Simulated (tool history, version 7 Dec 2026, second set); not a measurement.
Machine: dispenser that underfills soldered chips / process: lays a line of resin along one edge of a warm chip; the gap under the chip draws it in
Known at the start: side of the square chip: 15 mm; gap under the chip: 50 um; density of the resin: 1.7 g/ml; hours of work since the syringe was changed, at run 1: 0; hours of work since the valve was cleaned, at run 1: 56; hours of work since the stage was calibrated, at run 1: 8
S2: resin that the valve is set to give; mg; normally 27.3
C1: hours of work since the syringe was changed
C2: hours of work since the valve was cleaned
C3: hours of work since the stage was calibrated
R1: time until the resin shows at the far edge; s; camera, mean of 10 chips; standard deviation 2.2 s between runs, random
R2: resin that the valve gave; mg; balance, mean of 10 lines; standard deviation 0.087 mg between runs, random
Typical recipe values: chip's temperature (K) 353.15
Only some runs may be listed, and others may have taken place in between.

run 1 hour=0 | chip's_temperature_(K)=353.15 S2=27.3 | C1=0 C2=56 C3=8 | R1=224.8 R2=26.81
run 2 hour=2.5 | chip's_temperature_(K)=353.15 S2=27.3 | C1=2 C2=57 C3=9 | R1=234.2 R2=26.73
run 3 hour=5.6 | chip's_temperature_(K)=353.15 S2=27.3 | C1=4 C2=59 C3=11 | R1=247.2 R2=26.68
run 4 hour=8.9 | chip's_temperature_(K)=353.15 S2=27.3 | C1=6 C2=62 C3=14 | R1=268.4 R2=26.76
run 5 hour=13.1 | chip's_temperature_(K)=353.15 S2=27.3 | C1=9 C2=64 C3=16 | R1=289.5 R2=26.65
-- hour=16.5 new syringe of resin
run 6 hour=19.1 | chip's_temperature_(K)=353.15 S2=30.8 | C1=2 C2=68 C3=20 | R1=224.9 R2=29.88
run 7 hour=23.4 | chip's_temperature_(K)=353.15 S2=31.4 | C1=5 C2=71 C3=23 | R1=245.7 R2=30.54
run 8 hour=29.1 | chip's_temperature_(K)=353.15 S2=31.4 | C1=8 C2=75 C3=27 | R1=277.7 R2=30.42
-- hour=32.9 new syringe of resin
run 9 hour=35 | chip's_temperature_(K)=359.15 S2=27.3 | C1=1 C2=78 C3=30 | R1=184.4 R2=26.61
run 10 hour=38.1 | chip's_temperature_(K)=359.15 S2=27.3 | C1=3 C2=80 C3=32 | R1=198.8 R2=26.54
run 11 hour=43.7 | chip's_temperature_(K)=359.15 S2=27.3 | C1=7 C2=84 C3=36 | R1=216.9 R2=26.4
run 12 hour=48.1 | chip's_temperature_(K)=353.15 S2=27.3 | C1=10 C2=87 C3=39 | R1=295.6 R2=26.4
-- hour=49.2 new syringe of resin
run 13 hour=53.4 | chip's_temperature_(K)=353.15 S2=27.3 | C1=3 C2=90 C3=42 | R1=240 R2=26.37
run 14 hour=56.3 | chip's_temperature_(K)=353.15 S2=27.3 | C1=5 C2=92 C3=44 | R1=254.6 R2=26.47
run 15 hour=60.8 | chip's_temperature_(K)=353.15 S2=27.3 | C1=8 C2=95 C3=47 | R1=282.4 R2=26.27
-- hour=65.7 new syringe of resin
run 16 hour=66.7 | chip's_temperature_(K)=354.15 S2=27.3 | C1=1 C2=99 C3=51 | R1=219.9 R2=26.34
run 17 hour=71.3 | chip's_temperature_(K)=353.15 S2=27.3 | C1=4 C2=102 C3=54 | R1=245.9 R2=26.26
run 18 hour=74.9 | chip's_temperature_(K)=353.15 S2=27.3 | C1=6 C2=104 C3=56 | R1=268.3 R2=26.31
run 19 hour=79.2 | chip's_temperature_(K)=345.15 S2=31.2 | C1=9 C2=107 C3=59 | R1=376.9 R2=30.17
-- hour=82 new syringe of resin
run 20 hour=83.2 | chip's_temperature_(K)=348.15 S2=31.6 | C1=1 C2=109 C3=61 | R1=257.6 R2=30.33
run 21 hour=85.7 | chip's_temperature_(K)=356.15 S2=32.1 | C1=2 C2=111 C3=63 | R1=204.6 R2=30.78
run 22 hour=90.6 | chip's_temperature_(K)=342.15 S2=24.4 | C1=6 C2=114 C3=66 | R1=396.2 R2=23.46
run 23 hour=93.8 | chip's_temperature_(K)=347.15 S2=29.5 | C1=8 C2=116 C3=68 | R1=335 R2=28.38
-- hour=96.5 dispensing valve cleaned and set on the balance
-- hour=99.4 new syringe of resin
run 24 hour=99.4 | chip's_temperature_(K)=355.15 S2=34.3 | C1=0 C2=2 C3=71 | R1=197.5 R2=34.42
run 25 hour=105.1 | chip's_temperature_(K)=355.15 S2=34.3 | C1=4 C2=5 C3=75 | R1=218.3 R2=34.03
run 26 hour=109.3 | chip's_temperature_(K)=355.15 S2=34.3 | C1=6 C2=8 C3=77 | R1=242.3 R2=34.19
run 27 hour=114.8 | chip's_temperature_(K)=355.15 S2=34.3 | C1=10 C2=12 C3=81 | R1=268.8 R2=34.02
-- hour=115.7 new syringe of resin
run 28 hour=119 | chip's_temperature_(K)=363.15 S2=31.6 | C1=2 C2=14 C3=84 | R1=166.7 R2=31.48
run 29 hour=123.3 | chip's_temperature_(K)=339.15 S2=24.9 | C1=5 C2=17 C3=86 | R1=438.6 R2=24.71
run 30 hour=125.7 | chip's_temperature_(K)=351.15 S2=28.6 | C1=7 C2=19 C3=88 | R1=290.8 R2=28.36
run 31 hour=131 | chip's_temperature_(K)=367.15 S2=28.9 | C1=10 C2=22 C3=92 | R1=186.2 R2=28.56
-- hour=132.2 new syringe of resin
run 32 hour=136.7 | chip's_temperature_(K)=365.15 S2=24.8 | C1=3 C2=26 C3=95 | R1=164.3 R2=24.59
run 33 hour=140.4 | chip's_temperature_(K)=359.15 S2=24.9 | C1=5 C2=28 C3=97 | R1=212 R2=24.64
run 34 hour=146 | chip's_temperature_(K)=366.15 S2=27.3 | C1=9 C2=32 C3=101 | R1=181.8 R2=26.97

Branching from run 34: 5 alternative next runs. What would each branch give?
-- hour=148.4 new syringe of resin
run A hour=150.4 | chip's_temperature_(K)=356.15 S2=27.6 | C1=1 C2=35 C3=104 | R1=? R2=?
-- hour=148.4 new syringe of resin
run B hour=150.4 | chip's_temperature_(K)=366.15 S2=24.3 | C1=1 C2=35 C3=104 | R1=? R2=?
-- hour=148.4 new syringe of resin
run C hour=150.4 | chip's_temperature_(K)=366.15 S2=25.8 | C1=1 C2=35 C3=104 | R1=? R2=?
-- hour=148.4 new syringe of resin
run D hour=150.4 | chip's_temperature_(K)=353.15 S2=23.5 | C1=1 C2=35 C3=104 | R1=? R2=?
-- hour=148.4 new syringe of resin
run E hour=150.4 | chip's_temperature_(K)=340.15 S2=29 | C1=1 C2=35 C3=104 | R1=? R2=?

run=A R1=204.9 R2=27.42
run=B R1=152.3 R2=24.2
run=C R1=149.7 R2=25.42
run=D R1=238 R2=23.3
run=E R1=366.5 R2=28.67
Take away the tool's hidden state, keep each run's random variation, and the runs would have read:
run=A R1=198.9 R2=27.73
run=B R1=147.4 R2=24.47
run=C R1=145.1 R2=25.71
run=D R1=230.6 R2=23.56
run=E R1=356.4 R2=28.99
